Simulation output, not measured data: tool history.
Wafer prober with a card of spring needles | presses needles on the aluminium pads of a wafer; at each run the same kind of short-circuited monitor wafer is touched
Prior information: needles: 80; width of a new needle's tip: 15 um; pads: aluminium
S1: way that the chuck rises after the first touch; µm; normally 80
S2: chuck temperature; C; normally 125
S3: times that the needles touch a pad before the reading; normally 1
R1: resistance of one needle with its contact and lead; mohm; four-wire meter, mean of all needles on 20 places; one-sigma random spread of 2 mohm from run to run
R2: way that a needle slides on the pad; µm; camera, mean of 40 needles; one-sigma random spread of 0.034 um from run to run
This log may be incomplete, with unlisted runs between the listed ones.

| run | hour | S1 | S2 | S3 | R1 | R2 |
|---|---|---|---|---|---|---|
| 1 | 0 | 80 | 125 | 1 | 212 | 9.51 |
|  | 7.6 | tips cleaned on abrasive film |
|  | 17.2 | tips cleaned on abrasive film |
|  | 26.7 | tips cleaned on abrasive film |
|  | 34.3 | tips cleaned on abrasive film |
|  | 43.8 | tips cleaned on abrasive film |
|  | 53.3 | tips cleaned on abrasive film |
|  | 61 | tips cleaned on abrasive film |
|  | 70.5 | tips cleaned on abrasive film |
| 2 | 70.9 | 80 | 38 | 1 | 198 | 9.34 |
|  | 78.6 | tips cleaned on abrasive film |
|  | 86.2 | tips cleaned on abrasive film |
|  | 93.8 | tips cleaned on abrasive film |
|  | 101.5 | tips cleaned on abrasive film |
|  | 111 | tips cleaned on abrasive film |
|  | 118.6 | tips cleaned on abrasive film |
|  | 126.3 | tips cleaned on abrasive film |
| 3 | 130.9 | 80 | 38 | 1 | 214 | 9.31 |
|  | 134.7 | tips cleaned on abrasive film |
|  | 144.3 | tips cleaned on abrasive film |
|  | 151.9 | tips cleaned on abrasive film |
|  | 161.4 | tips cleaned on abrasive film |
| 4 | 165.3 | 80 | 125 | 1 | 226 | 9.23 |
|  | 169.2 | tips cleaned on abrasive film |
|  | 176.8 | tips cleaned on abrasive film |
|  | 184.4 | tips cleaned on abrasive film |
|  | 193.9 | tips cleaned on abrasive film |
|  | 203.5 | tips cleaned on abrasive film |
|  | 213 | tips cleaned on abrasive film |
|  | 222.5 | tips cleaned on abrasive film |
| 5 | 229.5 | 80 | 125 | 1 | 235 | 9.18 |
|  | 231.5 | tips cleaned on abrasive film |
|  | 239.2 | tips cleaned on abrasive film |
|  | 246.8 | tips cleaned on abrasive film |
|  | 256.3 | tips cleaned on abrasive film |
|  | 265.8 | tips cleaned on abrasive film |
|  | 271.6 | tips cleaned on abrasive film, once more |
|  | 281.1 | tips cleaned on abrasive film |
|  | 288.7 | tips cleaned on abrasive film |
|  | 298.2 | tips cleaned on abrasive film |
| 6 | 301.5 | 80 | 125 | 1 | 226 | 9.12 |
|  | 307.2 | tips cleaned on abrasive film |
|  | 314.8 | tips cleaned on abrasive film |
|  | 324.4 | tips cleaned on abrasive film |
|  | 332 | tips cleaned on abrasive film |
|  | 341 | tips cleaned on abrasive film |
| 7 | 341 | 80 | 125 | 1 | 215 | 9.11 |
|  | 350.5 | tips cleaned on abrasive film |
|  | 358.1 | tips cleaned on abrasive film |
|  | 362.2 | height of the first contact set anew |
|  | 367.9 | tips cleaned on abrasive film |
|  | 375.6 | tips cleaned on abrasive film |
|  | 385.1 | tips cleaned on abrasive film |
| 8 | 390.7 | 97 | 36 | 1 | 204 | 11.78 |
|  | 394.5 | tips cleaned on abrasive film |
|  | 402.2 | tips cleaned on abrasive film |
|  | 411.7 | tips cleaned on abrasive film |
|  | 421.2 | tips cleaned on abrasive film |
|  | 428.8 | tips cleaned on abrasive film |
|  | 438.4 | tips cleaned on abrasive film |
| 9 | 441.3 | 86 | 36 | 1 | 201 | 10.45 |

Run 10 comes next. What will it give?
|  | 447 | tips cleaned on abrasive film |
|  | 456.5 | tips cleaned on abrasive film |
|  | 466 | tips cleaned on abrasive film |
|  | 475.6 | tips cleaned on abrasive film |
| 10 | 482.8 | 80 | 125 | 2 | ? | ? |

R1: 224 mohm
R2: 9.64 µm
Without the tool's hidden state the same run would have given R1 210 mohm, R2 9.77 µm.
